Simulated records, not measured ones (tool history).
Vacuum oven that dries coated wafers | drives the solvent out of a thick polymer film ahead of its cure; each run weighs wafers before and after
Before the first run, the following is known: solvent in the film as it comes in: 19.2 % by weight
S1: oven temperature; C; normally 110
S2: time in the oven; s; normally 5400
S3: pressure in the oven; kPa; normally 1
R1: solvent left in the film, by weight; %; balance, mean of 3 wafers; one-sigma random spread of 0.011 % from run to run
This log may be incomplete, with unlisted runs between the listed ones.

run 1 hour=0 | S1=110 S2=5400 S3=1 | R1=2.3
run 2 hour=25.6 | S1=110 S2=5400 S3=1 | R1=2.29
run 3 hour=55.2 | S1=110 S2=5400 S3=1 | R1=2.3
run 4 hour=69.2 | S1=110 S2=8580 S3=1 | R1=1.48
run 5 hour=82.5 | S1=110 S2=8580 S3=1 | R1=1.48
run 6 hour=104.2 | S1=110 S2=8580 S3=1 | R1=1.5
run 7 hour=118.7 | S1=110 S2=8580 S3=1 | R1=1.48
run 8 hour=132.3 | S1=110 S2=8580 S3=1 | R1=1.49
run 9 hour=156 | S1=110 S2=8580 S3=1 | R1=1.49
run 10 hour=178.1 | S1=110 S2=4800 S3=1 | R1=2.64
run 11 hour=196.6 | S1=100 S2=3840 S3=0.63 | R1=5.04
-- hour=220.3 vacuum gauge cleaned of residue and calibrated
run 12 hour=225.3 | S1=119 S2=2760 S3=0.68 | R1=2.99
run 13 hour=244.9 | S1=111 S2=8340 S3=2 | R1=2.66
run 14 hour=267 | S1=101 S2=6900 S3=1.96 | R1=4.54
run 15 hour=286 | S1=114 S2=6960 S3=0.69 | R1=1.05
run 16 hour=306.2 | S1=114 S2=6960 S3=0.69 | R1=1.06

Each row is a separate what-if for the run after 16, all from the same tool condition, not one after another. Results?
run A hour=326.8 | S1=114 S2=3600 S3=0.67 | R1=?
run B hour=326.8 | S1=114 S2=6540 S3=0.69 | R1=?
run C hour=326.8 | S1=110 S2=6420 S3=2.07 | R1=?
run D hour=326.8 | S1=111 S2=7500 S3=1 | R1=?

run=A R1=2.65
run=B R1=1.13
run=C R1=3.21
run=D R1=1.56
Without the tool's unlogged condition, the same runs would have read:
run=A R1=2.65
run=B R1=1.13
run=C R1=3.22
run=D R1=1.56

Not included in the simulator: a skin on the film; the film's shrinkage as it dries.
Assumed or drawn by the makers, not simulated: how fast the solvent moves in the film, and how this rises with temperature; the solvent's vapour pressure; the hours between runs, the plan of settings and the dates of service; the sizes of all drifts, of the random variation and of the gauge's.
